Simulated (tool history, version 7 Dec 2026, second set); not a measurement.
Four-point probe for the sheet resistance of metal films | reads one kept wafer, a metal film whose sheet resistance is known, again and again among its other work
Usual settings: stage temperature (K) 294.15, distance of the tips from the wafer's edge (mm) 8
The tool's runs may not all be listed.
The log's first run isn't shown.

| run | hour | stage temperature (K) | distance of the tips from the wafer's edge (mm) | sheet resistance as the instrument gives it (ohm/square) |
|---|---|---|---|---|
| 2 | 83.8 | 297.15 | 8 | 8.505226 |
| 3 | 161.0 | 297.15 | 8 | 8.504703 |
| 4 | 246.9 | 294.15 | 8 | 8.518758 |
| 5 | 324.8 | 294.15 | 8 | 8.520773 |
| 6 | 410.9 | 294.15 | 8 | 8.517127 |
| 7 | 453.8 | 296.15 | 8 | 8.509285 |
| 8 | 522.5 | 296.15 | 8 | 8.509894 |
| 9 | 587.1 | 306.15 | 8 | 8.458985 |
| 10 | 669.5 | 306.15 | 8 | 8.459505 |
| 11 | 732.6 | 300.15 | 8 | 8.491986 |
| 12 | 770.6 | 294.15 | 8 | 8.517938 |
| 13 | 841.0 | 294.15 | 7 | 8.551192 |
| 14 | 923.5 | 293.15 | 8 | 8.524996 |
| 15 | 961.9 | 293.15 | 8 | 8.522210 |
| 16 | 1026.1 | 294.15 | 7 | 8.551643 |
| 17 | 1104.1 | 294.15 | 7 | 8.550133 |
| 18 | 1149.8 | 294.15 | 7 | 8.549809 |
| 19 | 1234.0 | 294.15 | 7 | 8.555039 |
| 20 | 1281.9 | 300.15 | 8 | 8.489236 |
| 21 | 1355.1 | 294.15 | 8 | 8.517710 |
| 22 | 1435.9 | 294.15 | 8 | 8.516843 |
| 23 | 1501.5 | 294.15 | 8 | 8.520490 |
| 24 | 1556.4 | 298.15 | 8 | 8.499896 |
| 25 | 1638.0 | 296.15 | 15 | 8.427595 |

Forecast run 26:
| 26 | 1698.4 | 296.15 | 15 | ? |

Run 26 gave sheet resistance as the instrument gives it (ohm/square) 8.427195.
Without the tool's hidden state the same run would have given sheet resistance as the instrument gives it (ohm/square) 8.426344.
